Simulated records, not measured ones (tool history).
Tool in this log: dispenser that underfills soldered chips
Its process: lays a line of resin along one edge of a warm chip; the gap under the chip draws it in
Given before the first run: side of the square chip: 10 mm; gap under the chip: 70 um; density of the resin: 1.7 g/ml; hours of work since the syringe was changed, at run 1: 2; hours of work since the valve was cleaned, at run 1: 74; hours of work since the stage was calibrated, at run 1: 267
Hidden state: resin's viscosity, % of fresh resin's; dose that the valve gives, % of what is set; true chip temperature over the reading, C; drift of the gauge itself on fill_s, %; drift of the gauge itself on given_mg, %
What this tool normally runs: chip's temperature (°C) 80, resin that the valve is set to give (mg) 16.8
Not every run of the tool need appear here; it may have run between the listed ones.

run,hour,chip's temperature (°C),resin that the valve is set to give (mg),hours of work since the syringe was changed,hours of work since the valve was cleaned,hours of work since the stage was calibrated,time until the resin shows at the far edge (s),resin that the valve gave (mg)
1,0,80,16.8,2,74,267,174.9,16.01
# hour 5.8: new syringe of resin
2,11.6,80,19.9,4,83,275,202.3,18.69
# hour 14.6: new syringe of resin
# hour 23.6: new syringe of resin
3,23.6,67,16.8,0,91,283,261.3,15.73
# hour 31.9: new syringe of resin
4,36.8,93,16.8,4,100,293,117.5,15.63
# hour 41: new syringe of resin
5,45.9,87,16.8,4,106,299,148.8,15.51
# hour 49.5: new syringe of resin
6,51.6,87,16.8,2,110,303,128.7,15.53
# hour 57.8: new syringe of resin
7,60,95,16.8,2,116,309,94.5,15.46
# hour 66.3: new syringe of resin
8,67,95,16.8,1,121,313,86.1,15.35
# hour 74.6: new syringe of resin
9,76.8,95,16.8,2,128,320,95,15.3
# hour 82.9: new syringe of resin
10,82.9,95,16.8,0,132,324,84.2,15.14
# hour 89.9: dispensing valve cleaned and set on the balance
# hour 92.6: new syringe of resin
11,96.7,95,16.8,3,5,333,104.7,16.58
# hour 101.5: new syringe of resin
12,104.1,80,16.1,2,10,339,178,15.84
# hour 110.1: new syringe of resin
13,113.6,80,16.1,2,16,345,185.3,15.85
# hour 118.8: new syringe of resin
14,121,80,16.1,2,22,350,173.9,15.94
15,126.4,82,16.8,6,25,354,214.5,16.39
# hour 127.5: new syringe of resin
16,132.1,82,16.8,3,29,358,182.2,16.38
# hour 136.3: new syringe of resin
# hour 144.9: new syringe of resin
17,144.9,80,19.7,0,38,367,146.3,19.12
18,152.4,84,18.3,5,44,372,193.6,17.58
# hour 153.8: new syringe of resin
# hour 162.6: new syringe of resin
19,163.9,84,18.3,1,51,380,136.5,17.6
20,169.6,84,18.3,5,55,384,187.1,17.6
# hour 171: new syringe of resin
21,177.8,84,18.3,5,61,390,187.5,17.32
# hour 179.2: new syringe of resin
22,185.4,66,17.5,4,66,395,406.2,16.53
# hour 187.6: new syringe of resin
23,194.8,66,16,5,73,402,438.1,15.17
# hour 196.7: new syringe of resin
# hour 205.2: new syringe of resin
24,207.4,73,21.2,2,82,410,232.9,19.85
# hour 213.4: new syringe of resin
25,218,70,19,3,89,418,303.6,17.61
# hour 221.6: new syringe of resin
26,225.3,70,19,3,94,423,292.5,17.71
# hour 230.1: new syringe of resin
# hour 238.4: new syringe of resin
27,238.5,70,19,0,103,432,240.8,17.46
# hour 247.1: new syringe of resin
28,247.1,88,18.9,0,109,438,108.9,17.34
# hour 255.3: new syringe of resin
29,259.4,89,19,3,118,446,131.9,17.33
# hour 263.5: new syringe of resin
# hour 271.7: new syringe of resin
30,272.3,89,19,0,127,455,111.4,17.1
# hour 280.3: new syringe of resin
31,282.4,94,19,1,134,462,99.8,17.12
# hour 287.1: dispensing valve cleaned and set on the balance
# hour 290.6: new syringe of resin
32,293.9,94,19,2,5,470,103.8,18.77
# hour 298.8: new syringe of resin
33,306.5,94,19,5,13,479,129,18.62
# hour 307.7: new syringe of resin
# hour 316: new syringe of resin
34,317,94,19,1,21,486,90.3,18.59

Hidden state at the last listed run before each entry between runs and at the first one after, where it differs:
Logged between run 1 and run 2: new syringe of resin (hour 5.8)
  resin's viscosity, % of fresh resin's: 118.4 -> 139.6; dose that the valve gives, % of what is set: 94.51 -> 93.89; true chip temperature over the reading, C: -2 -> -2.06
  measured minus no-state result, time until the resin shows at the far edge (s): +40.9 -> +70.1; resin that the valve gave (mg): -0.93 -> -1.21
Logged between run 2 and run 3: new syringe of resin (hour 14.6); new syringe of resin (hour 23.6)
  resin's viscosity, % of fresh resin's: 139.6 -> 99.1; dose that the valve gives, % of what is set: 93.89 -> 93.31; true chip temperature over the reading, C: -2.06 -> -2.12
  measured minus no-state result, time until the resin shows at the far edge (s): +70.1 -> +25.9; resin that the valve gave (mg): -1.21 -> -1.12
Logged between run 3 and run 4: new syringe of resin (hour 31.9)
  resin's viscosity, % of fresh resin's: 99.1 -> 132.4; dose that the valve gives, % of what is set: 93.31 -> 92.71; true chip temperature over the reading, C: -2.12 -> -2.19
  measured minus no-state result, time until the resin shows at the far edge (s): +25.9 -> +37.5; resin that the valve gave (mg): -1.12 -> -1.23
Logged between run 4 and run 5: new syringe of resin (hour 41)
  resin's viscosity, % of fresh resin's: 132.4 -> 131; dose that the valve gives, % of what is set: 92.71 -> 92.27; true chip temperature over the reading, C: -2.19 -> -2.24
  measured minus no-state result, time until the resin shows at the far edge (s): +37.5 -> +46.9; resin that the valve gave (mg): -1.23 -> -1.3
Logged between run 5 and run 6: new syringe of resin (hour 49.5)
  resin's viscosity, % of fresh resin's: 131 -> 112.6; dose that the valve gives, % of what is set: 92.27 -> 91.98; true chip temperature over the reading, C: -2.24 -> -2.26
  measured minus no-state result, time until the resin shows at the far edge (s): +46.9 -> +26.6; resin that the valve gave (mg): -1.3 -> -1.35
Logged between run 6 and run 7: new syringe of resin (hour 57.8)
  resin's viscosity, % of fresh resin's: 112.6 -> 113.8; dose that the valve gives, % of what is set: 91.98 -> 91.55; true chip temperature over the reading, C: -2.26 -> -2.31
  measured minus no-state result, time until the resin shows at the far edge (s): +26.6 -> +20.2; resin that the valve gave (mg): -1.35 -> -1.42
Logged between run 7 and run 8: new syringe of resin (hour 66.3)
  resin's viscosity, % of fresh resin's: 113.8 -> 102.5; dose that the valve gives, % of what is set: 91.55 -> 91.19; true chip temperature over the reading, C: -2.31 -> -2.34
  measured minus no-state result, time until the resin shows at the far edge (s): +20.2 -> +11.1; resin that the valve gave (mg): -1.42 -> -1.49
Logged between run 8 and run 9: new syringe of resin (hour 74.6)
  resin's viscosity, % of fresh resin's: 102.5 -> 115.4; dose that the valve gives, % of what is set: 91.19 -> 90.67; true chip temperature over the reading, C: -2.34 -> -2.39
  measured minus no-state result, time until the resin shows at the far edge (s): +11.1 -> +21.8; resin that the valve gave (mg): -1.49 -> -1.57
Logged between run 9 and run 10: new syringe of resin (hour 82.9)
  resin's viscosity, % of fresh resin's: 115.4 -> 100.2; dose that the valve gives, % of what is set: 90.67 -> 90.36; true chip temperature over the reading, C: -2.39 -> -2.42
  measured minus no-state result, time until the resin shows at the far edge (s): +21.8 -> +9.6; resin that the valve gave (mg): -1.57 -> -1.62
Logged between run 10 and run 11: dispensing valve cleaned and set on the balance (hour 89.9); new syringe of resin (hour 92.6)
  resin's viscosity, % of fresh resin's: 100.2 -> 128.1; dose that the valve gives, % of what is set: 90.36 -> 99.38; true chip temperature over the reading, C: -2.42 -> -2.49
  measured minus no-state result, time until the resin shows at the far edge (s): +9.6 -> +30.5; resin that the valve gave (mg): -1.62 -> -0.11
Logged between run 11 and run 12: new syringe of resin (hour 101.5)
  resin's viscosity, % of fresh resin's: 128.1 -> 117.1; dose that the valve gives, % of what is set: 99.38 -> 99.02; true chip temperature over the reading, C: -2.49 -> -2.53
  measured minus no-state result, time until the resin shows at the far edge (s): +30.5 -> +41.6; resin that the valve gave (mg): -0.11 -> -0.16
Logged between run 12 and run 13: new syringe of resin (hour 110.1)
  resin's viscosity, % of fresh resin's: 117.1 -> 121.3; dose that the valve gives, % of what is set: 99.02 -> 98.54; true chip temperature over the reading, C: -2.53 -> -2.57
  measured minus no-state result, time until the resin shows at the far edge (s): +41.6 -> +48.7; resin that the valve gave (mg): -0.16 -> -0.23
Logged between run 13 and run 14: new syringe of resin (hour 118.8)
  resin's viscosity, % of fresh resin's: 121.3 -> 114.4; dose that the valve gives, % of what is set: 98.54 -> 98.19; true chip temperature over the reading, C: -2.57 -> -2.61
  measured minus no-state result, time until the resin shows at the far edge (s): +48.7 -> +38.3; resin that the valve gave (mg): -0.23 -> -0.29
Logged between run 15 and run 16: new syringe of resin (hour 127.5)
  resin's viscosity, % of fresh resin's: 155.3 -> 129.7; dose that the valve gives, % of what is set: 97.91 -> 97.65; true chip temperature over the reading, C: -2.64 -> -2.67
  measured minus no-state result, time until the resin shows at the far edge (s): +91.5 -> +57.1; resin that the valve gave (mg): -0.35 -> -0.39
Logged between run 16 and run 17: new syringe of resin (hour 136.3); new syringe of resin (hour 144.9)
  resin's viscosity, % of fresh resin's: 129.7 -> 98.9; dose that the valve gives, % of what is set: 97.65 -> 96.96; true chip temperature over the reading, C: -2.67 -> -2.74
  measured minus no-state result, time until the resin shows at the far edge (s): +57.1 -> +14.8; resin that the valve gave (mg): -0.39 -> -0.59
Logged between run 18 and run 19: new syringe of resin (hour 153.8); new syringe of resin (hour 162.6)
  resin's viscosity, % of fresh resin's: 150 -> 107.8; dose that the valve gives, % of what is set: 96.55 -> 95.97; true chip temperature over the reading, C: -2.77 -> -2.83
  measured minus no-state result, time until the resin shows at the far edge (s): +79.1 -> +24.5; resin that the valve gave (mg): -0.63 -> -0.74
Logged between run 20 and run 21: new syringe of resin (hour 171)
  resin's viscosity, % of fresh resin's: 148 -> 146.4; dose that the valve gives, % of what is set: 95.66 -> 95.27; true chip temperature over the reading, C: -2.87 -> -2.91
  measured minus no-state result, time until the resin shows at the far edge (s): +75.6 -> +74.7; resin that the valve gave (mg): -0.8 -> -0.86
Logged between run 21 and run 22: new syringe of resin (hour 179.2)
  resin's viscosity, % of fresh resin's: 146.4 -> 144.3; dose that the valve gives, % of what is set: 95.27 -> 94.85; true chip temperature over the reading, C: -2.91 -> -2.95
  measured minus no-state result, time until the resin shows at the far edge (s): +74.7 -> +162.8; resin that the valve gave (mg): -0.86 -> -0.9
Logged between run 22 and run 23: new syringe of resin (hour 187.6)
  resin's viscosity, % of fresh resin's: 144.3 -> 147.6; dose that the valve gives, % of what is set: 94.85 -> 94.43; true chip temperature over the reading, C: -2.95 -> -3
  measured minus no-state result, time until the resin shows at the far edge (s): +162.8 -> +183.6; resin that the valve gave (mg): -0.9 -> -0.89
Logged between run 23 and run 24: new syringe of resin (hour 196.7); new syringe of resin (hour 205.2)
  resin's viscosity, % of fresh resin's: 147.6 -> 112.7; dose that the valve gives, % of what is set: 94.43 -> 93.78; true chip temperature over the reading, C: -3 -> -3.07
  measured minus no-state result, time until the resin shows at the far edge (s): +183.6 -> +53.1; resin that the valve gave (mg): -0.89 -> -1.31
Logged between run 24 and run 25: new syringe of resin (hour 213.4)
  resin's viscosity, % of fresh resin's: 112.7 -> 130; dose that the valve gives, % of what is set: 93.78 -> 93.24; true chip temperature over the reading, C: -3.07 -> -3.12
  measured minus no-state result, time until the resin shows at the far edge (s): +53.1 -> +102.5; resin that the valve gave (mg): -1.31 -> -1.27
Logged between run 25 and run 26: new syringe of resin (hour 221.6)
  resin's viscosity, % of fresh resin's: 130 -> 123.4; dose that the valve gives, % of what is set: 93.24 -> 92.86; true chip temperature over the reading, C: -3.12 -> -3.15
  measured minus no-state result, time until the resin shows at the far edge (s): +102.5 -> +88.6; resin that the valve gave (mg): -1.27 -> -1.36
Logged between run 26 and run 27: new syringe of resin (hour 230.1); new syringe of resin (hour 238.4)
  resin's viscosity, % of fresh resin's: 123.4 -> 100.3; dose that the valve gives, % of what is set: 92.86 -> 92.21; true chip temperature over the reading, C: -3.15 -> -3.22
  measured minus no-state result, time until the resin shows at the far edge (s): +88.6 -> +35.2; resin that the valve gave (mg): -1.36 -> -1.48
Logged between run 27 and run 28: new syringe of resin (hour 247.1)
  resin's viscosity, % of fresh resin's: 100.3 -> 99.3; dose that the valve gives, % of what is set: 92.21 -> 91.75; true chip temperature over the reading, C: -3.22 -> -3.26
  measured minus no-state result, time until the resin shows at the far edge (s): +35.2 -> +14; resin that the valve gave (mg): -1.48 -> -1.57
Logged between run 28 and run 29: new syringe of resin (hour 255.3)
  resin's viscosity, % of fresh resin's: 99.3 -> 123.9; dose that the valve gives, % of what is set: 91.75 -> 91.15; true chip temperature over the reading, C: -3.26 -> -3.33
  measured minus no-state result, time until the resin shows at the far edge (s): +14 -> +40; resin that the valve gave (mg): -1.57 -> -1.69
Logged between run 29 and run 30: new syringe of resin (hour 263.5); new syringe of resin (hour 271.7)
  resin's viscosity, % of fresh resin's: 123.9 -> 103.8; dose that the valve gives, % of what is set: 91.15 -> 90.57; true chip temperature over the reading, C: -3.33 -> -3.39
  measured minus no-state result, time until the resin shows at the far edge (s): +40 -> +19.1; resin that the valve gave (mg): -1.69 -> -1.79
Logged between run 30 and run 31: new syringe of resin (hour 280.3)
  resin's viscosity, % of fresh resin's: 103.8 -> 113.7; dose that the valve gives, % of what is set: 90.57 -> 90.1; true chip temperature over the reading, C: -3.39 -> -3.45
  measured minus no-state result, time until the resin shows at the far edge (s): +19.1 -> +24.3; resin that the valve gave (mg): -1.79 -> -1.88
Logged between run 31 and run 32: dispensing valve cleaned and set on the balance (hour 287.1); new syringe of resin (hour 290.6)
  resin's viscosity, % of fresh resin's: 113.7 -> 119.3; dose that the valve gives, % of what is set: 90.1 -> 99.29; true chip temperature over the reading, C: -3.45 -> -3.5
  measured minus no-state result, time until the resin shows at the far edge (s): +24.3 -> +27.9; resin that the valve gave (mg): -1.88 -> -0.14
Logged between run 32 and run 33: new syringe of resin (hour 298.8)
  resin's viscosity, % of fresh resin's: 119.3 -> 151; dose that the valve gives, % of what is set: 99.29 -> 98.68; true chip temperature over the reading, C: -3.5 -> -3.57
  measured minus no-state result, time until the resin shows at the far edge (s): +27.9 -> +54.7; resin that the valve gave (mg): -0.14 -> -0.25
Logged between run 33 and run 34: new syringe of resin (hour 307.7); new syringe of resin (hour 316)
  resin's viscosity, % of fresh resin's: 151 -> 104.8; dose that the valve gives, % of what is set: 98.68 -> 98.19; true chip temperature over the reading, C: -3.57 -> -3.62
  measured minus no-state result, time until the resin shows at the far edge (s): +54.7 -> +15.6; resin that the valve gave (mg): -0.25 -> -0.34

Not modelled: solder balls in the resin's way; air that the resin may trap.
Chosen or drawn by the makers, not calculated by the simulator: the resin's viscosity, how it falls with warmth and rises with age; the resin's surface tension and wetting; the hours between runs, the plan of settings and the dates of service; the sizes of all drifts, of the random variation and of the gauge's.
